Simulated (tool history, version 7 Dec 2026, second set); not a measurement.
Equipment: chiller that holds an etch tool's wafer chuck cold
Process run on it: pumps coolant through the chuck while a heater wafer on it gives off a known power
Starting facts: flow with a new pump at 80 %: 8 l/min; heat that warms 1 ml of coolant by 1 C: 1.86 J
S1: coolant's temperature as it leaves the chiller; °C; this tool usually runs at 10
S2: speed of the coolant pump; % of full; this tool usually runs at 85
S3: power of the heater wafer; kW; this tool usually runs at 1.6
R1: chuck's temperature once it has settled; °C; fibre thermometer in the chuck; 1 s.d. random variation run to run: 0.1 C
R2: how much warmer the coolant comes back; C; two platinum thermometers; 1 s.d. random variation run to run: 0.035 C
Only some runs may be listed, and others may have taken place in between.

{"run": 1, "hour": 0.0, "S1": 10, "S2": 85, "S3": 1.6, "R1": 23.1, "R2": 6.04}
{"run": 2, "hour": 65.2, "S1": 10, "S2": 85, "S3": 1.6, "R1": 23.1, "R2": 6.02}
{"run": 3, "hour": 134.8, "S1": 10, "S2": 85, "S3": 1.6, "R1": 23.1, "R2": 6.02}
{"run": 4, "hour": 196.0, "S1": 10, "S2": 85, "S3": 1.6, "R1": 23.1, "R2": 6}
{"run": 5, "hour": 256.0, "S1": 10, "S2": 85, "S3": 1.6, "R1": 23, "R2": 6.05}
{"run": 6, "hour": 298.2, "S1": 10, "S2": 85, "S3": 1.6, "R1": 23.1, "R2": 6.05}
{"hour": 337.1, "done": "chiller's thermometer calibrated"}
{"run": 7, "hour": 348.5, "S1": 10, "S2": 85, "S3": 1.6, "R1": 23, "R2": 6.01}
{"run": 8, "hour": 420.7, "S1": 10, "S2": 85, "S3": 1.6, "R1": 23.1, "R2": 6}
{"run": 9, "hour": 485.7, "S1": 10, "S2": 85, "S3": 1.6, "R1": 23.1, "R2": 5.9}
{"run": 10, "hour": 526.9, "S1": 17, "S2": 81, "S3": 1.6, "R1": 30.6, "R2": 6.26}
{"run": 11, "hour": 598.5, "S1": 14, "S2": 85, "S3": 1.6, "R1": 27.2, "R2": 5.96}
{"run": 12, "hour": 657.9, "S1": 18, "S2": 87, "S3": 0.859, "R1": 25, "R2": 3.01}
{"run": 13, "hour": 706.5, "S1": 18, "S2": 87, "S3": 0.859, "R1": 25, "R2": 2.99}
{"run": 14, "hour": 748.1, "S1": 18, "S2": 87, "S3": 0.859, "R1": 24.9, "R2": 2.99}
{"run": 15, "hour": 817.1, "S1": 10, "S2": 78, "S3": 1.6, "R1": 23.8, "R2": 6.38}

What if the next run were any one of these 3? Each begins from the tool's condition after run 15:
{"run": "A", "hour": 890.5, "S1": 10, "S2": 85, "S3": 1.464, "R1": "?", "R2": "?"}
{"run": "B", "hour": 890.5, "S1": 10, "S2": 85, "S3": 1.201, "R1": "?", "R2": "?"}
{"run": "C", "hour": 890.5, "S1": 19, "S2": 74, "S3": 1.6, "R1": "?", "R2": "?"}

run=A R1=22.1 R2=5.35
run=B R1=20 R2=4.35
run=C R1=33.5 R2=6.81
Take away the tool's hidden state, keep each run's random variation, and the runs would have read:
run=A R1=22.1 R2=5.55
run=B R1=20 R2=4.55
run=C R1=33.4 R2=7
